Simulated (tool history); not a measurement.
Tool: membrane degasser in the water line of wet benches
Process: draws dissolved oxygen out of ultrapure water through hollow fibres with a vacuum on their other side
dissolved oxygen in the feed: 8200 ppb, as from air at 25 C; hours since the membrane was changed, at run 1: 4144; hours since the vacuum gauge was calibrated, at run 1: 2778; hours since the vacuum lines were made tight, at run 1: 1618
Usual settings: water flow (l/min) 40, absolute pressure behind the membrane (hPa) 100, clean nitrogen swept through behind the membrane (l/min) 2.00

run      day  water flow (l/min)  absolute pressure behind the membrane (hPa)  clean nitrogen swept through behind the membrane (l/min)  hours since the membrane was changed  hours since the vacuum gauge was calibrated  hours since the vacuum lines were made tight  dissolved oxygen in the water behind the degasser (ppb)  pressure that the water loses in the fibres (hPa)
  1    0.000                  40                                          100                                                      2.00                                  4144                                         2778                                          1618                                                    295.2                                              585.4
  2    7.325                  40                                           63                                                      2.00                                  4319                                         2954                                          1794                                                    138.3                                              583.6
  3   14.712                  40                                           63                                                      2.00                                  4497                                         3131                                          1971                                                    138.2                                              584.8
  4   20.821                  40                                           63                                                      2.00                                  4643                                         3278                                          2118                                                    138.5                                              583.9
  5   26.629                  40                                           63                                                      2.00                                  4783                                         3417                                          2257                                                    138.4                                              581.8
  6   31.779                  40                                           63                                                      2.00                                  4906                                         3541                                          2381                                                    138.0                                              586.6
  7   35.233                  40                                           63                                                      2.00                                  4989                                         3624                                          2464                                                    138.4                                              583.4
  8   43.288                  40                                          100                                                      2.00                                  5183                                         3817                                          2657                                                    295.9                                              588.0
  9   48.858                  58                                          100                                                      2.00                                  5316                                         3951                                          2791                                                    411.3                                              848.1
 10   56.542                  58                                          100                                                      2.00                                  5501                                         4135                                          2975                                                    410.7                                              853.1
 11   61.396                  40                                          100                                                      1.88                                  5617                                         4252                                          3092                                                    311.8                                              583.1
 12   67.233                  40                                          100                                                      1.88                                  5757                                         4392                                          3232                                                    311.9                                              582.6
 13   74.958                  40                                          100                                                      2.69                                  5943                                         4577                                          3417                                                    228.3                                              587.9
 14   82.046                  40                                          100                                                      2.69                                  6113                                         4747                                          3587                                                    228.2                                              586.0
 15   88.025                  40                                          100                                                      2.69                                  6256                                         4891                                          3731                                                    228.5                                              585.6
 16   92.821                  40                                          100                                                      2.69                                  6371                                         5006                                          3846                                                    228.1                                              587.5
 17  100.117                  40                                          100                                                      2.69                                  6546                                         5181                                          4021                                                    228.1                                              589.4
 18  104.979                  40                                          148                                                      3.44                                  6663                                         5297                                          4138                                                    306.0                                              585.0
 19  109.000                  42                                          221                                                      1.92                                  6760                                         5394                                          4234                                                    834.0                                              613.3
 20  116.896                  40                                          135                                                      2.59                                  6949                                         5584                                          4424                                                    352.5                                              582.5
 21  124.412                  25                                          182                                                      2.39                                  7129                                         5764                                          4604                                                    355.9                                              364.3
 22  128.162                  31                                          155                                                      2.00                                  7219                                         5854                                          4694                                                    417.8                                              456.6
 23  131.646                  31                                          155                                                      2.00                                  7303                                         5938                                          4778                                                    418.1                                              454.7
     133.771  -- vacuum gauge calibrated
 24  138.638                  31                                          155                                                      2.00                                  7470                                          117                                          4945                                                    416.5                                              455.4
 25  142.233                  31                                          155                                                      2.00                                  7557                                          203                                          5031                                                    417.1                                              452.5
 26  147.988                  31                                          202                                                      3.97                                  7695                                          341                                          5169                                                    307.7                                              452.1
 27  151.875                  26                                           84                                                      2.00                                  7788                                          435                                          5262                                                    154.4                                              378.3
 28  158.638                  31                                           83                                                      1.95                                  7950                                          597                                          5425                                                    181.9                                              450.8
 29  163.908                  31                                           83                                                      1.95                                  8077                                          723                                          5551                                                    181.9                                              454.4
 30  169.088                  25                                          208                                                      1.95                                  8201                                          848                                          5676                                                    496.1                                              367.7
 31  174.267                  54                                          230                                                      2.00                                  8325                                          972                                          5800                                                   1026.8                                              790.0
 32  180.762                  29                                          181                                                      1.22                                  8481                                         1128                                          5956                                                    714.8                                              424.5

Hidden state at the last listed run before each entry between runs and at the first one after, where it differs:
Between runs 23 and 24: vacuum gauge calibrated (day 133.771)
  no hidden state differs between the two runs
